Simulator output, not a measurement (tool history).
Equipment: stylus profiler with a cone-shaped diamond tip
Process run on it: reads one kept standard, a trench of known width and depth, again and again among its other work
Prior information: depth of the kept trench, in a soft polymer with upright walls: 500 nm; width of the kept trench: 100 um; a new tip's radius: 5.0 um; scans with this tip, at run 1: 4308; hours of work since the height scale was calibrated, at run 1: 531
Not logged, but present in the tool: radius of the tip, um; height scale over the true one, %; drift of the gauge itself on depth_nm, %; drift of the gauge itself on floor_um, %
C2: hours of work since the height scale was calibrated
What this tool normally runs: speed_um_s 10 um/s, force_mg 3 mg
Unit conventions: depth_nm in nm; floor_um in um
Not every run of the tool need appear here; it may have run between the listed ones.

Run 1, hour 0: usual settings; scans with this tip 4308; C2 531. Result: depth_nm 502.58 nm, floor_um 94.43 um.
Run 2, hour 68.4: usual settings; scans with this tip 4710; C2 581. Result: depth_nm 502.72 nm, floor_um 94.29 um.
Run 3, hour 141: usual settings but force_mg 3.8 mg; scans with this tip 5137; C2 633. Result: depth_nm 503.16 nm, floor_um 94.15 um.
Run 4, hour 253.5: usual settings but force_mg 7.37 mg; scans with this tip 5798; C2 715. Result: depth_nm 505.34 nm, floor_um 93.98 um.
Run 5, hour 328.3: usual settings but force_mg 7.37 mg; scans with this tip 6238; C2 769. Result: depth_nm 505.28 nm, floor_um 93.85 um.
Run 6, hour 391.5: usual settings but force_mg 7.37 mg; scans with this tip 6609; C2 815. Result: depth_nm 505.09 nm, floor_um 93.75 um.
Run 7, hour 465.5: usual settings but force_mg 7.37 mg; scans with this tip 7044; C2 868. Result: depth_nm 505.07 nm, floor_um 93.64 um.
Run 8, hour 598.4: usual settings but force_mg 7.37 mg; scans with this tip 7825; C2 964. Result: depth_nm 504.92 nm, floor_um 93.48 um.
Run 9, hour 722.7: usual settings but force_mg 2.15 mg; scans with this tip 8556; C2 1054. Result: depth_nm 500.87 nm, floor_um 93.28 um.
Run 10, hour 828.2: usual settings but speed_um_s 21 um/s; scans with this tip 9175; C2 1131. Result: depth_nm 501.18 nm, floor_um 93.08 um.
At hour 838.1: height scale calibrated on a step standard.
Run 11, hour 917.1: usual settings but speed_um_s 21 um/s; scans with this tip 9695; C2 57. Result: depth_nm 500.31 nm, floor_um 93 um.
Run 12, hour 1023.3: usual settings; scans with this tip 10319; C2 134. Result: depth_nm 499.92 nm, floor_um 92.88 um.
Run 13, hour 1154.4: usual settings; scans with this tip 11089; C2 229. Result: depth_nm 500.12 nm, floor_um 92.72 um.
Run 14, hour 1224.6: usual settings; scans with this tip 11503; C2 280. Result: depth_nm 499.86 nm, floor_um 92.62 um.
Run 15, hour 1321: usual settings but speed_um_s 5 um/s, force_mg 7.48 mg; scans with this tip 12069; C2 350. Result: depth_nm 502.88 nm, floor_um 92.49 um.
Run 16, hour 1403.8: usual settings but speed_um_s 5 um/s, force_mg 7.48 mg; scans with this tip 12555; C2 410. Result: depth_nm 502.71 nm, floor_um 92.41 um.
At hour 1468.6: height scale calibrated on a step standard, once more.
Run 17, hour 1506.2: usual settings but speed_um_s 37 um/s, force_mg 4.59 mg; scans with this tip 13154; C2 27. Result: depth_nm 504.72 nm, floor_um 92.23 um.
At hour 1633.9: new tip fitted, height scale calibrated.
Run 18, hour 1641.1: usual settings but speed_um_s 12 um/s, force_mg 1.97 mg; scans with this tip 42; C2 5. Result: depth_nm 502.85 nm, floor_um 95.57 um.
Run 19, hour 1699.7: usual settings but speed_um_s 12 um/s, force_mg 1.97 mg; scans with this tip 387; C2 48. Result: depth_nm 502.69 nm, floor_um 95.56 um.
Run 20, hour 1816.4: usual settings but speed_um_s 7 um/s, force_mg 2.13 mg; scans with this tip 1072; C2 132. Result: depth_nm 502.61 nm, floor_um 95.29 um.
Run 21, hour 1911.8: usual settings but force_mg 5.8 mg; scans with this tip 1633; C2 201. Result: depth_nm 505.61 nm, floor_um 95.11 um.
Run 22, hour 2046.4: usual settings but force_mg 5.8 mg; scans with this tip 2424; C2 299. Result: depth_nm 505.02 nm, floor_um 94.89 um.
Run 23, hour 2120.2: usual settings but speed_um_s 9 um/s, force_mg 2.07 mg; scans with this tip 2858; C2 352. Result: depth_nm 502.24 nm, floor_um 94.74 um.
Run 24, hour 2251.6: usual settings but speed_um_s 9 um/s, force_mg 2.07 mg; scans with this tip 3630; C2 447. Result: depth_nm 502.36 nm, floor_um 94.54 um.
Run 25, hour 2346.3: usual settings but speed_um_s 27 um/s, force_mg 1.49 mg; scans with this tip 4187; C2 516. Result: depth_nm 501.32 nm, floor_um 94.29 um.
Run 26, hour 2482.5: usual settings but speed_um_s 27 um/s, force_mg 1.49 mg; scans with this tip 4987; C2 615. Result: depth_nm 501.27 nm, floor_um 94.03 um.
Run 27, hour 2561.1: usual settings but speed_um_s 7 um/s, force_mg 3.06 mg; scans with this tip 5449; C2 672. Result: depth_nm 502.4 nm, floor_um 93.98 um.
Run 28, hour 2652.5: usual settings but speed_um_s 2 um/s, force_mg 8.6 mg; scans with this tip 5986; C2 738. Result: depth_nm 506.13 nm, floor_um 93.85 um.

Here are 3 independent what-if runs from the current tool condition. What would each one return?
Run A, hour 2757.2: usual settings but speed_um_s 7 um/s; scans with this tip 6602; C2 814. Result: depth_nm ?, floor_um ?.
Run B, hour 2757.2: usual settings but speed_um_s 4 um/s, force_mg 4.42 mg; scans with this tip 6602; C2 814. Result: depth_nm ?, floor_um ?.
Run C, hour 2757.2: usual settings but speed_um_s 15 um/s, force_mg 7.48 mg; scans with this tip 6602; C2 814. Result: depth_nm ?, floor_um ?.

run  depth_nm  floor_um
  A    502.22     93.71
  B    503.33     93.75
  C    505.46     93.68
Stripped of hidden state, with their random variation kept, the same runs would have yielded:
run  depth_nm  floor_um
  A    503.74     95.62
  B    504.85     95.67
  C    506.98     95.59
